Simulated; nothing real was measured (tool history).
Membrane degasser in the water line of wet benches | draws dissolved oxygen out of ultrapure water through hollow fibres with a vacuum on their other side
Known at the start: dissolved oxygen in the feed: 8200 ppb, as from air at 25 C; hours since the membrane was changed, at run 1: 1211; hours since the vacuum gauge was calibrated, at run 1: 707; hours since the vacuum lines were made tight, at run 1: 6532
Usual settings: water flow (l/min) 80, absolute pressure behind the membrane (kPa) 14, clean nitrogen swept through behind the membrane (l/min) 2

run	hour	water flow (l/min)	absolute pressure behind the membrane (kPa)	clean nitrogen swept through behind the membrane (l/min)	hours since the membrane was changed	hours since the vacuum gauge was calibrated	hours since the vacuum lines were made tight	dissolved oxygen in the water behind the degasser (ppb)	pressure that the water loses in the fibres (kPa)
1	0	80	14	2	1211	707	6532	800.8	34.72
2	143.3	120	14	2	1354	850	6675	1079.6	52.09
3	234.9	80	14	2	1446	941	6767	799.9	34.99
4	387	80	14	1.67	1598	1094	6919	912.9	34.88
5	539.4	80	14	1.67	1750	1246	7072	914.3	34.89
6	702.3	54	14	1.67	1913	1409	7234	678	23.53
7	840.8	54	14	1.67	2051	1547	7373	678.7	23.8
8	930.8	54	14	1.67	2141	1637	7463	677.3	23.66
9	1031.8	80	14.7	2	2242	1738	7564	848.8	34.92
10	1162.5	80	14	2.25	2373	1869	7695	732.4	35
11	1265.8	80	14	2.25	2476	1972	7798	732.2	34.96
12	1442	80	14	2	2653	2149	7974	801.9	35.09
13	1516.6	80	14	2	2727	2223	8049	799.3	35.1
14	1623.5	80	14	2	2834	2330	8156	802.2	35.04
15	1723.8	80	14	2	2934	2430	8256	800.4	35.28
16	1803.9	80	14	2	3014	2510	8336	800	35.39
17	1961.6	80	14	2	3172	2668	8494	800	35.34
18	2087.9	52	22.5	1.03	3298	2794	8620	1572.2	22.86
19	2264.1	80	8.7	1.61	3475	2971	8796	501.4	35.54
20	2360.8	53	16.6	1.98	3571	3067	8893	712.4	23.29
21	2481	53	16.6	1.98	3692	3187	9013	713.6	23.54
22	2557.5	53	16.6	1.98	3768	3264	9090	712.9	23.57
23	2646.9	126	16.2	2.96	3857	3353	9179	1005.7	55.82
24	2732	126	16.2	2.96	3943	3439	9264	1005.5	55.76
25	2879.1	126	16.2	2.96	4090	3586	9411	1008.3	55.84
# hour 2938.5: gauge calibrated
26	2985.4	126	16.2	2.96	4196	3692	9518	1007.4	54.88
27	3119.1	58	16.2	2.38	4330	3826	9651	643.4	25.28
28	3240.3	80	16.4	4.5	4451	3947	9772	504	34.79
# hour 3263.4: seals of the vacuum lines changed
29	3334	59	14.2	0.89	4543	4039	71	1157.1	25.67
30	3471.1	59	14.2	0.89	4680	4176	208	1157.5	25.73
31	3632.9	51	14	2	4841	4337	370	560.7	22.27
32	3724.2	93	14	2.08	4933	4429	461	870.9	40.6

The same runs without the tool's hidden state, with the same run-to-run variation:
The hidden state here: membrane still open, %; true pressure behind the membrane over the reading, kPa; air that leaks in behind the membrane, l/min; drift of the gauge itself on oxygen_ppb, %; drift of the gauge itself on loss_of_pressure_kpa, %.
run	pressure that the water loses in the fibres (kPa)
1	34.71
2	52.04
3	34.93
4	34.78
5	34.76
6	23.42
7	23.66
8	23.51
9	34.67
10	34.71
11	34.65
12	34.74
13	34.74
14	34.65
15	34.86
16	34.95
17	34.86
18	22.54
19	34.99
20	22.91
21	23.15
22	23.16
23	54.82
24	54.72
25	54.74
26	54.85
27	25.24
28	34.71
29	25.6
30	25.63
31	22.16
32	40.37
dissolved oxygen in the water behind the degasser (ppb): within 0.3 of the measured result in every run.

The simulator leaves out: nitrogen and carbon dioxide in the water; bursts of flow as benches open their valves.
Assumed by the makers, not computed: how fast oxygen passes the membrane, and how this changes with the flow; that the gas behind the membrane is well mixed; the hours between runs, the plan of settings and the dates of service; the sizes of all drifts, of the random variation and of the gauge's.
